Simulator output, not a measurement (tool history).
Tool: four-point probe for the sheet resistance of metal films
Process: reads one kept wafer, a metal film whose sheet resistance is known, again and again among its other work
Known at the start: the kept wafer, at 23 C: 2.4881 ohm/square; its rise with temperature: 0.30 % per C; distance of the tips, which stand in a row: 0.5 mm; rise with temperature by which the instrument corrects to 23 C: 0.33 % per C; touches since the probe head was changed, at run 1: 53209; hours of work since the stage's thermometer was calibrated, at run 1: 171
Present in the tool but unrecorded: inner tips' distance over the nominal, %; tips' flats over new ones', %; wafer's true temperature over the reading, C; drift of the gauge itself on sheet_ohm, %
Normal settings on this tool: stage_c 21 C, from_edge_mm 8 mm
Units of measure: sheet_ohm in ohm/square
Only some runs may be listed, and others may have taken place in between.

run	hour	stage_c	from_edge_mm	touches since the probe head was changed	hours of work since the stage's thermometer was calibrated	sheet_ohm
1	0.0	21	8	53209	171	2.529783
2	75.0	35	8	56084	225	2.522744
3	133.6	35	8	58335	267	2.523048
4	183.6	26	8	60250	303	2.529388
5	257.9	21	8	63101	356	2.534093
6	318.9	21	8	65442	400	2.534942
7	386.8	21	8	68046	449	2.536124
8	466.6	21	31	71106	506	2.533305
9	529.5	21	31	73517	551	2.534859
10	605.5	21	31	76435	606	2.534832
11	660.2	21	31	78530	645	2.536648
12	741.3	21	9	81641	703	2.542125
13	821.6	21	9	84724	761	2.542349
14	915.5	21	9	88323	828	2.544644
15	957.6	21	8	89941	858	2.547100
16	1029.3	21	8	92687	910	2.548402
17	1093.8	21	8	95164	956	2.549309
# hour 1109.3: new probe head fitted
18	1136.9	21	8	1063	986	2.494688
19	1216.0	21	8	4096	1043	2.495868
20	1301.8	21	8	7387	1105	2.498019
21	1362.3	21	8	9705	1148	2.499558
22	1441.3	21	8	12737	1205	2.500743
23	1506.1	27	8	15221	1252	2.498271
24	1560.5	27	5	17307	1291	2.506310
25	1657.7	27	8	21035	1360	2.500701
26	1743.3	33	8	24322	1422	2.498378
27	1814.6	20	69	27055	1473	2.501166
28	1906.0	24	8	30560	1539	2.506951
29	1966.9	28	7	32896	1582	2.506425
30	2010.0	28	7	34552	1613	2.507580
31	2066.2	20	7	36707	1654	2.514006
32	2138.4	30	8	39473	1706	2.507027
33	2191.7	27	10	41521	1744	2.509061

Below, some changes in sheet_ohm between adjacent runs. For each, the amount present without the hidden state too (settings, incoming material, random variation) and the amount remaining for the hidden state with gauge scatter not shared by both compared results:
Run 1 -> 2: stage_c 21 -> 35. sheet_ohm -0.007039 ohm/square: hidden state +0.001187, all else -0.008226.
Run 13 -> 14: nothing adjusted, nothing logged. sheet_ohm +0.002295 ohm/square: hidden state +0.001668, all else +0.000627.
Run 17 -> 18: new probe head fitted. sheet_ohm -0.054621 ohm/square: hidden state -0.054547, all else -0.000074.
Run 23 -> 24: from_edge_mm 8 -> 5. sheet_ohm +0.008039 ohm/square: hidden state +0.001004, all else +0.007035.
Run 24 -> 25: from_edge_mm 5 -> 8. sheet_ohm -0.005609 ohm/square: hidden state +0.001609, all else -0.007218.

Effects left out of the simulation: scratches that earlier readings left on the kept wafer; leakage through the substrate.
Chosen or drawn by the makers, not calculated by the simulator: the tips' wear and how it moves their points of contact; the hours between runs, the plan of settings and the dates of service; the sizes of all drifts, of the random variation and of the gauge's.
